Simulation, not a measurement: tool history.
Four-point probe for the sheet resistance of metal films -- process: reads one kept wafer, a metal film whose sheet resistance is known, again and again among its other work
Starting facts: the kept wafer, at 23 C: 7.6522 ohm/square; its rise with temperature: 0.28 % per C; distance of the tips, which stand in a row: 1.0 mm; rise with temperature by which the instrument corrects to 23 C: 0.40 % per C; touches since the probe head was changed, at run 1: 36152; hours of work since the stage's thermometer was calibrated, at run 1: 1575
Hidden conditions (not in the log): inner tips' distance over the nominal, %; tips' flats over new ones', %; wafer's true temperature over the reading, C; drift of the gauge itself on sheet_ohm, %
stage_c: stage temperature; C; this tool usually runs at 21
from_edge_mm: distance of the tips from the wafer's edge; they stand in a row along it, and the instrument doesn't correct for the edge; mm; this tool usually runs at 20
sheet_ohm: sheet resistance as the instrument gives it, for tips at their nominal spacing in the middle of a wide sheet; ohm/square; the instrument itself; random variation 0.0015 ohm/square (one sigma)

| run | day | stage_c | from_edge_mm | touches since the probe head was changed | hours of work since the stage's thermometer was calibrated | sheet_ohm |
|---|---|---|---|---|---|---|
| 1 | 0.000 | 21 | 20 | 36152 | 1575 | 7.678715 |
| 2 | 1.425 | 21 | 20 | 37005 | 1595 | 7.680909 |
| 3 | 2.638 | 18 | 20 | 37733 | 1611 | 7.708543 |
| 4 | 3.821 | 32 | 20 | 38440 | 1628 | 7.578867 |
| 5 | 5.121 | 32 | 20 | 39219 | 1646 | 7.578391 |
| 6 | 6.512 | 18 | 20 | 40054 | 1665 | 7.707996 |
| 7 | 7.804 | 21 | 56 | 40828 | 1684 | 7.669211 |
| 8 | 9.508 | 21 | 56 | 41847 | 1707 | 7.674040 |
| 9 | 10.908 | 21 | 56 | 42687 | 1727 | 7.670238 |
| 10 | 11.904 | 21 | 75 | 43284 | 1741 | 7.673020 |
| 11 | 13.492 | 21 | 75 | 44233 | 1763 | 7.671997 |
| 12 | 14.592 | 21 | 75 | 44892 | 1778 | 7.669348 |
| 13 | 15.638 | 21 | 75 | 45519 | 1793 | 7.671356 |
| 14 | 16.329 | 21 | 20 | 45935 | 1802 | 7.681601 |
| 15 | 17.588 | 21 | 39 | 46688 | 1820 | 7.672747 |
| 16 | 18.804 | 21 | 39 | 47416 | 1837 | 7.672738 |
| 17 | 20.038 | 21 | 39 | 48155 | 1854 | 7.675233 |
| 18 | 20.904 | 28 | 20 | 48674 | 1866 | 7.617249 |
| 19 | 21.796 | 28 | 12 | 49209 | 1879 | 7.634275 |
| 20 | 23.362 | 21 | 12 | 50147 | 1900 | 7.697594 |
| 21 | 24.942 | 21 | 12 | 51093 | 1922 | 7.702205 |
| 22 | 25.821 | 21 | 12 | 51618 | 1935 | 7.700117 |
| 23 | 27.212 | 21 | 9 | 52453 | 1954 | 7.719299 |
| 24 | 28.025 | 21 | 9 | 52941 | 1965 | 7.723943 |
| 25 | 29.371 | 33 | 5 | 53745 | 1984 | 7.721643 |
| 26 | 30.921 | 33 | 5 | 54673 | 2006 | 7.721614 |
| 27 | 32.121 | 33 | 5 | 55394 | 2022 | 7.724246 |
| 28 | 33.350 | 21 | 4 | 56130 | 2040 | 7.919474 |
| 29 | 34.900 | 30 | 6 | 57058 | 2061 | 7.698619 |
| 30 | 36.371 | 28 | 47 | 57940 | 2082 | 7.606459 |
|  | 37.933 | stage's thermometer calibrated |
| 31 | 37.983 | 19 | 17 | 58893 | 1 | 7.703213 |
| 32 | 39.333 | 29 | 52 | 59700 | 20 | 7.598192 |
| 33 | 40.696 | 29 | 52 | 60518 | 39 | 7.598579 |
| 34 | 41.650 | 31 | 7 | 61090 | 52 | 7.662069 |
| 35 | 42.542 | 19 | 18 | 61624 | 64 | 7.701659 |
| 36 | 44.033 | 27 | 21 | 62516 | 85 | 7.623460 |
| 37 | 45.108 | 27 | 21 | 63160 | 100 | 7.621654 |
| 38 | 46.675 | 21 | 61 | 64099 | 122 | 7.672167 |
| 39 | 48.108 | 25 | 20 | 64959 | 142 | 7.642398 |
| 40 | 49.267 | 21 | 12 | 65651 | 158 | 7.699039 |
| 41 | 50.342 | 21 | 40 | 66295 | 173 | 7.673752 |
| 42 | 51.842 | 32 | 30 | 67194 | 194 | 7.577078 |
| 43 | 52.808 | 19 | 20 | 67772 | 207 | 7.697999 |
| 44 | 53.654 | 20 | 20 | 68280 | 219 | 7.688311 |

How the hidden state differs across the entries between the runs, from the last listed run before each to the first after it:
From run 30 to run 31: stage's thermometer calibrated (day 37.933)
  wafer's true temperature over the reading, C: -0.01 -> 0
